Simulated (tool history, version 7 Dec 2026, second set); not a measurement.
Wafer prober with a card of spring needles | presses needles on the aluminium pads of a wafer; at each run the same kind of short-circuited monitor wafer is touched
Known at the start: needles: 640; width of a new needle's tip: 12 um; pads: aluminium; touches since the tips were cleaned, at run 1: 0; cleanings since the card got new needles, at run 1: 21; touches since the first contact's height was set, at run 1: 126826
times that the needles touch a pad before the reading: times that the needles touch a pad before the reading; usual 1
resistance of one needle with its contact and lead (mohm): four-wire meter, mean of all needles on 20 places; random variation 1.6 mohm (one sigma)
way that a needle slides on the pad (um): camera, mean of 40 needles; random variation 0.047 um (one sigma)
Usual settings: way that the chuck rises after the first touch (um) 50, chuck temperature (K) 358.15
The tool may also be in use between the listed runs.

run,hour,way that the chuck rises after the first touch (um),chuck temperature (K),times that the needles touch a pad before the reading,touches since the tips were cleaned,cleanings since the card got new needles,touches since the first contact's height was set,resistance of one needle with its contact and lead (mohm),way that a needle slides on the pad (um)
1,0.0,50,358.15,1,0,21,126826,169,9.55
# hour 20.7: tips cleaned on abrasive film
2,20.9,70,358.15,1,56,22,132090,222,13.20
3,37.0,34,358.15,1,4143,22,136177,437,6.08
# hour 42.5: tips cleaned on abrasive film
4,45.6,34,358.15,1,772,23,138317,235,6.09
5,61.3,56,358.15,1,4756,23,142301,233,10.42
# hour 64.3: tips cleaned on abrasive film
# hour 73.8: tips cleaned on abrasive film, once more
6,74.1,56,358.15,1,91,25,145484,164,10.39
7,90.5,56,358.15,1,4238,25,149631,226,10.37
# hour 94.5: tips cleaned on abrasive film
8,100.0,56,358.15,1,1370,26,152000,189,10.39
# hour 115.5: tips cleaned on abrasive film
9,120.1,50,358.15,1,1157,27,157067,193,9.09
10,131.9,50,358.15,1,4161,27,160071,246,9.14
# hour 136.5: tips cleaned on abrasive film
11,144.0,50,358.15,1,1893,28,163097,218,9.12
12,152.6,50,358.15,1,4083,28,165287,251,9.12
# hour 157.2: tips cleaned on abrasive film
13,164.8,50,358.15,1,1932,29,168335,211,9.10
14,175.9,50,301.15,1,4736,29,171139,251,9.05
# hour 179.2: tips cleaned on abrasive film
15,192.3,50,301.15,1,3311,30,175274,239,9.04
# hour 201.0: tips cleaned on abrasive film
16,206.9,50,300.15,1,1479,31,178942,201,9.08
# hour 222.3: tips cleaned on abrasive film
17,222.3,50,352.15,1,0,32,182815,167,8.99
18,234.0,59,302.15,2,2952,32,185767,184,10.80
# hour 243.6: tips cleaned on abrasive film
19,248.4,35,364.15,1,1206,33,189387,251,6.08
20,260.7,35,364.15,1,4321,33,192502,357,6.03
# hour 265.0: tips cleaned on abrasive film
21,272.7,35,364.15,1,1957,34,195528,279,5.87
# hour 286.2: tips cleaned on abrasive film
22,286.2,50,358.15,3,0,35,198913,163,8.91
23,304.4,33,396.15,2,4618,35,203531,309,5.49
# hour 307.0: tips cleaned on abrasive film
24,315.6,35,396.15,2,2159,36,206326,247,5.88
25,326.8,37,347.15,1,5008,36,209175,372,6.25

Forecast each of these 4 alternatives for the next run:
# hour 328.0: tips cleaned on abrasive film
A,342.7,37,350.15,1,3718,37,213155,?,?
# hour 328.0: tips cleaned on abrasive film
B,342.7,59,331.15,1,3718,37,213155,?,?
# hour 328.0: tips cleaned on abrasive film
C,342.7,50,303.15,2,3718,37,213155,?,?
# hour 328.0: tips cleaned on abrasive film
D,342.7,64,349.15,2,3718,37,213155,?,?

run,resistance of one needle with its contact and lead (mohm),way that a needle slides on the pad (um)
A,325,6.27
B,223,10.69
C,208,8.95
D,189,11.70
Without the tool's hidden state the same runs would have given:
run,resistance of one needle with its contact and lead (mohm),way that a needle slides on the pad (um)
A,160,7.35
B,155,11.77
C,149,10.03
D,155,12.79
